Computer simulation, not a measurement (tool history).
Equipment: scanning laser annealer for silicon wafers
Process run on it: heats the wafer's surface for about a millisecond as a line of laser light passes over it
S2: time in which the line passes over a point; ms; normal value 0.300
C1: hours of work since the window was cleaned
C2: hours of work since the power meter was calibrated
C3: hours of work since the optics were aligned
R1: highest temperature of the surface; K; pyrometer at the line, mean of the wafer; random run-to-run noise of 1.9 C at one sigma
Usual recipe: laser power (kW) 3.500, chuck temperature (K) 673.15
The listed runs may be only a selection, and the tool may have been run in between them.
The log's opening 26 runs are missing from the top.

At hour 284.4: optics aligned, line set to its width.
Run 27, hour 294.9: usual settings but laser power (kW) 3.052, S2 0.229 ms, chuck temperature (K) 646.15; C1 23; C2 230; C3 4. Result: R1 1201.15 K.
Run 28, hour 301.1: usual settings but laser power (kW) 3.052, S2 0.229 ms, chuck temperature (K) 646.15; C1 25; C2 233; C3 7. Result: R1 1201.15 K.
Run 29, hour 313.6: usual settings but laser power (kW) 3.052, S2 0.282 ms, chuck temperature (K) 647.15; C1 30; C2 238; C3 12. Result: R1 1265.15 K.
Run 30, hour 320.9: usual settings but laser power (kW) 3.052, S2 0.282 ms, chuck temperature (K) 647.15; C1 33; C2 241; C3 15. Result: R1 1267.15 K.
Run 31, hour 328.6: usual settings but laser power (kW) 3.168, S2 0.237 ms, chuck temperature (K) 708.15; C1 36; C2 244; C3 18. Result: R1 1294.15 K.
Run 32, hour 343.2: usual settings but laser power (kW) 3.168, S2 0.237 ms, chuck temperature (K) 708.15; C1 42; C2 250; C3 24. Result: R1 1293.15 K.
Run 33, hour 353.9: usual settings but laser power (kW) 3.168, S2 0.237 ms, chuck temperature (K) 708.15; C1 47; C2 254; C3 28. Result: R1 1295.15 K.
Run 34, hour 365.1: usual settings but laser power (kW) 3.362, S2 0.237 ms, chuck temperature (K) 685.15; C1 51; C2 259; C3 33. Result: R1 1304.15 K.
Run 35, hour 378.0: usual settings but laser power (kW) 3.362, S2 0.237 ms, chuck temperature (K) 685.15; C1 57; C2 264; C3 38. Result: R1 1303.15 K.
Run 36, hour 390.3: usual settings but laser power (kW) 3.362, S2 0.237 ms, chuck temperature (K) 685.15; C1 62; C2 269; C3 43. Result: R1 1304.15 K.
Run 37, hour 396.5: usual settings but laser power (kW) 3.742, S2 0.251 ms, chuck temperature (K) 684.15; C1 64; C2 271; C3 46. Result: R1 1387.15 K.
Run 38, hour 404.8: usual settings but laser power (kW) 3.742, S2 0.251 ms, chuck temperature (K) 684.15; C1 68; C2 275; C3 49. Result: R1 1392.15 K.
Run 39, hour 417.6: usual settings but laser power (kW) 3.396, S2 0.212 ms, chuck temperature (K) 672.15; C1 73; C2 280; C3 54. Result: R1 1262.15 K.
Run 40, hour 426.4: usual settings but laser power (kW) 3.004, S2 0.225 ms, chuck temperature (K) 701.15; C1 76; C2 284; C3 58. Result: R1 1244.15 K.

3 options for the next run, each taken on its own from the tool as it stands now. Forecast them:
Run A, hour 433.8: usual settings but laser power (kW) 3.637; C1 79; C2 287; C3 61. Result: R1 ?.
Run B, hour 433.8: usual settings but laser power (kW) 3.004, S2 0.225 ms, chuck temperature (K) 701.15; C1 79; C2 287; C3 61. Result: R1 ?.
Run C, hour 433.8: usual settings but laser power (kW) 3.337, chuck temperature (K) 699.15; C1 79; C2 287; C3 61. Result: R1 ?.

run       R1
  A  1425.15
  B  1243.15
  C  1390.15
Stripped of hidden state, with their random variation kept, the same runs would have yielded:
run       R1
  A  1428.15
  B  1245.15
  C  1392.15
